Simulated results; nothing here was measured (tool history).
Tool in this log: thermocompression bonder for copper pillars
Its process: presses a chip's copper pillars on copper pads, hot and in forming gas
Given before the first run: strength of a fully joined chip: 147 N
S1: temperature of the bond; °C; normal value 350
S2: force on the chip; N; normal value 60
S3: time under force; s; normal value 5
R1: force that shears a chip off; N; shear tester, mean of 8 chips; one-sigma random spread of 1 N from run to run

{"run": 1, "hour": 0.0, "S1": 350, "S2": 60, "S3": 5, "R1": 93.4}
{"run": 2, "hour": 48.9, "S1": 350, "S2": 60, "S3": 5, "R1": 91.7}
{"run": 3, "hour": 122.5, "S1": 358, "S2": 60, "S3": 5, "R1": 98.0}
{"run": 4, "hour": 171.6, "S1": 358, "S2": 60, "S3": 5, "R1": 94.7}
{"run": 5, "hour": 231.1, "S1": 330, "S2": 60, "S3": 5, "R1": 76.8}
{"run": 6, "hour": 272.1, "S1": 350, "S2": 39, "S3": 5, "R1": 58.2}
{"run": 7, "hour": 362.4, "S1": 350, "S2": 39, "S3": 5, "R1": 58.0}
{"hour": 368.2, "done": "heater calibrated with a thermocouple chip"}
{"run": 8, "hour": 405.8, "S1": 350, "S2": 39, "S3": 5, "R1": 58.3}
{"run": 9, "hour": 452.3, "S1": 353, "S2": 60, "S3": 5, "R1": 91.0}
{"run": 10, "hour": 501.0, "S1": 353, "S2": 60, "S3": 5, "R1": 90.2}
{"run": 11, "hour": 584.7, "S1": 353, "S2": 60, "S3": 5, "R1": 89.5}
{"run": 12, "hour": 653.6, "S1": 343, "S2": 52, "S3": 4, "R1": 67.6}
{"run": 13, "hour": 712.5, "S1": 370, "S2": 87, "S3": 5, "R1": 117.5}
{"run": 14, "hour": 775.8, "S1": 350, "S2": 40, "S3": 14, "R1": 80.1}
{"run": 15, "hour": 819.0, "S1": 337, "S2": 47, "S3": 5, "R1": 61.2}
{"hour": 828.0, "done": "forming gas filter changed"}
{"run": 16, "hour": 909.5, "S1": 337, "S2": 47, "S3": 5, "R1": 67.1}
{"hour": 924.5, "done": "heater calibrated with a thermocouple chip, once more"}
{"run": 17, "hour": 949.7, "S1": 353, "S2": 78, "S3": 6, "R1": 114.5}
{"run": 18, "hour": 1025.7, "S1": 350, "S2": 79, "S3": 7, "R1": 112.9}
{"run": 19, "hour": 1067.0, "S1": 350, "S2": 79, "S3": 7, "R1": 111.8}
{"run": 20, "hour": 1137.1, "S1": 334, "S2": 45, "S3": 9, "R1": 68.3}
{"run": 21, "hour": 1191.6, "S1": 326, "S2": 72, "S3": 6, "R1": 85.6}

Below are 3 alternative next runs, each starting from the tool's condition after run 21. Predict each:
{"run": "A", "hour": 1276.6, "S1": 324, "S2": 84, "S3": 15, "R1": "?"}
{"run": "B", "hour": 1276.6, "S1": 350, "S2": 58, "S3": 13, "R1": "?"}
{"run": "C", "hour": 1276.6, "S1": 335, "S2": 73, "S3": 8, "R1": "?"}

run=A R1=116.3
run=B R1=106.8
run=C R1=100.9
Take away the tool's hidden state, keep each run's random variation, and the runs would have read:
run=A R1=124.7
run=B R1=115.4
run=C R1=109.5

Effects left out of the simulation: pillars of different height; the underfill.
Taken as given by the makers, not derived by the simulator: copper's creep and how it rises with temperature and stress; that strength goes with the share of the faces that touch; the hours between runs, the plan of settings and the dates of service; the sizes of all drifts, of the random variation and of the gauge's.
